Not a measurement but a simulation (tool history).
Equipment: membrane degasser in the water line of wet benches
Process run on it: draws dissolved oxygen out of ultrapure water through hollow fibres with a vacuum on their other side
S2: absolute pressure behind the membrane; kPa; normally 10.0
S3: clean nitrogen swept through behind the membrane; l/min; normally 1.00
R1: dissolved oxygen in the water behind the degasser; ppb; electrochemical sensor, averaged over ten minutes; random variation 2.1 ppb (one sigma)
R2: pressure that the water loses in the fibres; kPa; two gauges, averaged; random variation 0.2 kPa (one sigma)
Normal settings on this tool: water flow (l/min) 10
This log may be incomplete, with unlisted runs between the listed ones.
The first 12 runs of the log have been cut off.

{"run": 13, "hour": 1472.5, "water flow (l/min)": 10, "S2": 10.0, "S3": 1.0, "R1": 222.4, "R2": 47.92}
{"run": 14, "hour": 1621.4, "water flow (l/min)": 10, "S2": 10.0, "S3": 1.0, "R1": 216.2, "R2": 48.26}
{"run": 15, "hour": 1789.7, "water flow (l/min)": 10, "S2": 10.0, "S3": 1.88, "R1": 146.9, "R2": 48.06}
{"run": 16, "hour": 1931.4, "water flow (l/min)": 10, "S2": 10.0, "S3": 1.88, "R1": 150.7, "R2": 48.23}
{"run": 17, "hour": 2025.6, "water flow (l/min)": 10, "S2": 6.1, "S3": 1.0, "R1": 131.1, "R2": 48.45}
{"run": 18, "hour": 2199.0, "water flow (l/min)": 15, "S2": 7.8, "S3": 2.5, "R1": 226.1, "R2": 72.8}
{"run": 19, "hour": 2278.4, "water flow (l/min)": 15, "S2": 7.8, "S3": 2.5, "R1": 226.9, "R2": 72.4}
{"run": 20, "hour": 2450.2, "water flow (l/min)": 15, "S2": 8.8, "S3": 2.42, "R1": 244.6, "R2": 71.69}
{"run": 21, "hour": 2555.4, "water flow (l/min)": 7, "S2": 22.2, "S3": 1.0, "R1": 334.7, "R2": 34.14}
{"run": 22, "hour": 2625.4, "water flow (l/min)": 7, "S2": 22.2, "S3": 1.0, "R1": 340.3, "R2": 33.52}
{"run": 23, "hour": 2783.0, "water flow (l/min)": 8, "S2": 15.8, "S3": 1.0, "R1": 275.6, "R2": 38.36}
{"run": 24, "hour": 2857.1, "water flow (l/min)": 8, "S2": 17.0, "S3": 1.0, "R1": 291.3, "R2": 38.44}
{"run": 25, "hour": 2956.9, "water flow (l/min)": 13, "S2": 8.2, "S3": 1.53, "R1": 221.9, "R2": 62.96}
{"run": 26, "hour": 3087.3, "water flow (l/min)": 13, "S2": 11.8, "S3": 1.39, "R1": 307.7, "R2": 63.46}
{"run": 27, "hour": 3187.8, "water flow (l/min)": 10, "S2": 10.0, "S3": 0.48, "R1": 379.7, "R2": 48.57}
{"run": 28, "hour": 3272.4, "water flow (l/min)": 10, "S2": 10.0, "S3": 0.48, "R1": 377.1, "R2": 48.75}
{"run": 29, "hour": 3424.1, "water flow (l/min)": 8, "S2": 10.0, "S3": 0.68, "R1": 223.1, "R2": 38.44}
{"run": 30, "hour": 3500.3, "water flow (l/min)": 15, "S2": 17.3, "S3": 0.56, "R1": 906.8, "R2": 72.95}
{"run": 31, "hour": 3634.1, "water flow (l/min)": 10, "S2": 18.3, "S3": 1.0, "R1": 410.3, "R2": 49.0}

What if the next run were any one of these 5? Each begins from the tool's condition after run 31:
{"run": "A", "hour": 3709.7, "water flow (l/min)": 15, "S2": 18.3, "S3": 2.02, "R1": "?", "R2": "?"}
{"run": "B", "hour": 3709.7, "water flow (l/min)": 9, "S2": 10.0, "S3": 1.6, "R1": "?", "R2": "?"}
{"run": "C", "hour": 3709.7, "water flow (l/min)": 8, "S2": 10.0, "S3": 1.0, "R1": "?", "R2": "?"}
{"run": "D", "hour": 3709.7, "water flow (l/min)": 8, "S2": 10.3, "S3": 2.61, "R1": "?", "R2": "?"}
{"run": "E", "hour": 3709.7, "water flow (l/min)": 10, "S2": 6.2, "S3": 1.11, "R1": "?", "R2": "?"}

run=A R1=420.9 R2=73.53
run=B R1=143.0 R2=44.04
run=C R1=169.5 R2=39.24
run=D R1=87.8 R2=39.25
run=E R1=133.2 R2=48.96
Take away the tool's hidden state, keep each run's random variation, and the runs would have read:
run=A R1=383.9 R2=69.60
run=B R1=126.5 R2=41.69
run=C R1=153.8 R2=37.15
run=D R1=76.2 R2=37.17
run=E R1=112.2 R2=46.35
